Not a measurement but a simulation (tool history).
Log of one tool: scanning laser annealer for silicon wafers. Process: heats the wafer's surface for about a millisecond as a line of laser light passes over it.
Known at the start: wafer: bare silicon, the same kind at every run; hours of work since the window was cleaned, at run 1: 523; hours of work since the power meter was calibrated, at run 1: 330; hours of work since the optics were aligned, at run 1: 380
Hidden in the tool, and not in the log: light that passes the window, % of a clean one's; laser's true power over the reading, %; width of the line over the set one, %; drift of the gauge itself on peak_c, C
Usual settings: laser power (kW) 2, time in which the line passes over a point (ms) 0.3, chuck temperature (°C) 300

run   hour  laser power (kW)  time in which the line passes over a point (ms)  chuck temperature (°C)  hours of work since the window was cleaned  hours of work since the power meter was calibrated  hours of work since the optics were aligned  highest temperature of the surface (°C)
  1      0                 2                                              0.3                     300                                         523                                                 330                                          380                                     1088
  2   28.4                 2                                              0.3                     300                                         541                                                 349                                          399                                     1086
  3   54.3                 2                                              0.3                     300                                         557                                                 365                                          415                                     1087
  4   84.2                 2                                              0.3                     288                                         577                                                 385                                          434                                     1074
  5  100.9                 2                                              0.3                     288                                         587                                                 395                                          445                                     1074
  6  127.6                 2                                              0.3                     288                                         605                                                 412                                          462                                     1067
  7  142.8                 2                                              0.3                     288                                         614                                                 422                                          472                                     1072
  8    159             1.884                                              0.3                     300                                         625                                                 433                                          483                                     1037
  9  172.5             2.131                                              0.3                     300                                         633                                                 441                                          491                                     1137
 10  200.5             2.131                                              0.3                     300                                         651                                                 459                                          509                                     1135
 11  227.3             2.131                                              0.3                     300                                         669                                                 477                                          526                                     1138
 12    256             2.131                                              0.3                     300                                         687                                                 495                                          545                                     1132
 13  269.3             2.131                                              0.3                     300                                         696                                                 503                                          553                                     1138
 14  288.6             2.131                                              0.3                     270                                         708                                                 516                                          566                                     1108
 15  304.5             2.131                                              0.3                     270                                         718                                                 526                                          576                                     1106
 16  334.3                 2                                              0.3                     331                                         737                                                 545                                          595                                     1118
     359.8  -- window over the wafer cleaned
 17  361.8                 2                                              0.3                     331                                           1                                                 562                                          612                                     1118
 18  386.3                 2                                              0.3                     270                                          17                                                 577                                          627                                     1056
 19  400.1                 2                                              0.3                     270                                          26                                                 586                                          636                                     1058
 20  432.6                 2                                              0.3                     279                                          47                                                 607                                          657                                     1066
 21    448                 2                                              0.3                     300                                          57                                                 617                                          667                                     1085
 22  476.9             1.864                                            0.242                     300                                          75                                                 636                                          686                                      946
 23  504.5             1.875                                            0.255                     283                                          93                                                 653                                          703                                      958
 24  519.9             1.875                                            0.255                     283                                         103                                                 663                                          713                                      954
 25  541.6                 2                                            0.276                     300                                         117                                                 677                                          727                                     1052
 26  555.4             2.043                                            0.217                     300                                         126                                                 686                                          736                                      964
 27  571.8             1.854                                            0.284                     339                                         136                                                 697                                          747                                     1042
 28  602.8             1.759                                             0.31                     284                                         156                                                 716                                          766                                      987
     625.4  -- optics aligned, line set to its width
 29    639             1.823                                            0.331                     284                                         176                                                 736                                            9                                     1041
 30  663.7             1.823                                             0.23                     284                                         192                                                 752                                           25                                      899

The next listed run, before its measurement:
 31  685.4             1.823                                             0.23                     284                                         206                                                 766                                           39                                        ?

Run 31 gave highest temperature of the surface (°C) 902.
Without the tool's hidden state the same run would have given highest temperature of the surface (°C) 902.
